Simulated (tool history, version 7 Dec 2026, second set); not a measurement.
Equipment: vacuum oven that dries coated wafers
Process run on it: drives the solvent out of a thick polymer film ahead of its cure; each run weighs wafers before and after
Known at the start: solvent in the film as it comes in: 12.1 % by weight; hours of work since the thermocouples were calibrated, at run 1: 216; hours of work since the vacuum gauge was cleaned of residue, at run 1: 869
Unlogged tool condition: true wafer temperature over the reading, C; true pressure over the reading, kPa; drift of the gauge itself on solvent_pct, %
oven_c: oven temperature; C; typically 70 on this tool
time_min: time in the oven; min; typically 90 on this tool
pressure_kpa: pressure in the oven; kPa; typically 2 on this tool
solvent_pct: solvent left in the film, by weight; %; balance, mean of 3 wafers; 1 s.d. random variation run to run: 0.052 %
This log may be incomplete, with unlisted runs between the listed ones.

run   hour  oven_c  time_min  pressure_kpa  hours of work since the thermocouples were calibrated  hours of work since the vacuum gauge was cleaned of residue  solvent_pct
  1      0      70        90             2                                                    216                                                          869         1.63
  2   19.7      70        61             2                                                    231                                                          884         2.51
  3   43.8      70        61             2                                                    250                                                          902         2.44
  4   70.3      70        61             2                                                    270                                                          922         2.58
  5   90.8      70        61             2                                                    285                                                          938         2.63
  6  104.7      70        90             2                                                    296                                                          949         1.71
  7  133.4      70        90             2                                                    318                                                          970         1.67
  8    150      70        90             2                                                    330                                                          983          1.6
  9  167.1      70        66             2                                                    343                                                          996         2.35
 10  182.5      70        66             2                                                    355                                                         1008         2.37
 11  198.7      70        66             2                                                    368                                                         1020         2.45
 12  225.5      70        66             2                                                    388                                                         1040         2.49
       230  -- oven's thermocouples calibrated
 13  247.5      82        90             2                                                     13                                                         1056         0.54
 14  264.2      82        90             2                                                     26                                                         1068         0.56
 15  279.5      62        55             2                                                     38                                                         1080         5.64
 16  299.4      62        55             2                                                     53                                                         1095         5.56
     309.4  -- oven's thermocouples calibrated, once more
 17  318.7      62        55             2                                                      7                                                         1108         5.25
 18  347.3      62        55             2                                                     29                                                         1130         5.32
 19    367      62        55             2                                                     44                                                         1145         5.36
 20  392.3      66        65          2.22                                                     63                                                         1164         3.73
 21  416.9      66        65          2.22                                                     82                                                         1183          3.7
 22  431.2      59        61          2.55                                                     93                                                         1194         6.25
 23  445.9      56       125             3                                                    104                                                         1205         5.37
 24  465.5      56        58          7.01                                                    119                                                         1220         8.86
 25  483.5      75        76          2.87                                                    133                                                         1234         1.52
 26  498.2      79       118          5.75                                                    144                                                         1245         1.68
 27  520.1      70       121             2                                                    160                                                         1262          1.4

5 ways to go on from here, each from the tool as it stands after run 27. What would each give?
  A  532.3      70        58             2                                                    170                                                         1271            ?
  B  532.3      59        90             2                                                    170                                                         1271            ?
  C  532.3      80        90             2                                                    170                                                         1271            ?
  D  532.3      70        90          5.23                                                    170                                                         1271            ?
  E  532.3      70        73             2                                                    170                                                         1271            ?

run  solvent_pct
  A         2.78
  B         4.88
  C         0.64
  D         2.86
  E          2.2
What these runs would have given with no unlogged condition in the tool:
run  solvent_pct
  A         2.43
  B         4.43
  C         0.51
  D         2.54
  E         1.87

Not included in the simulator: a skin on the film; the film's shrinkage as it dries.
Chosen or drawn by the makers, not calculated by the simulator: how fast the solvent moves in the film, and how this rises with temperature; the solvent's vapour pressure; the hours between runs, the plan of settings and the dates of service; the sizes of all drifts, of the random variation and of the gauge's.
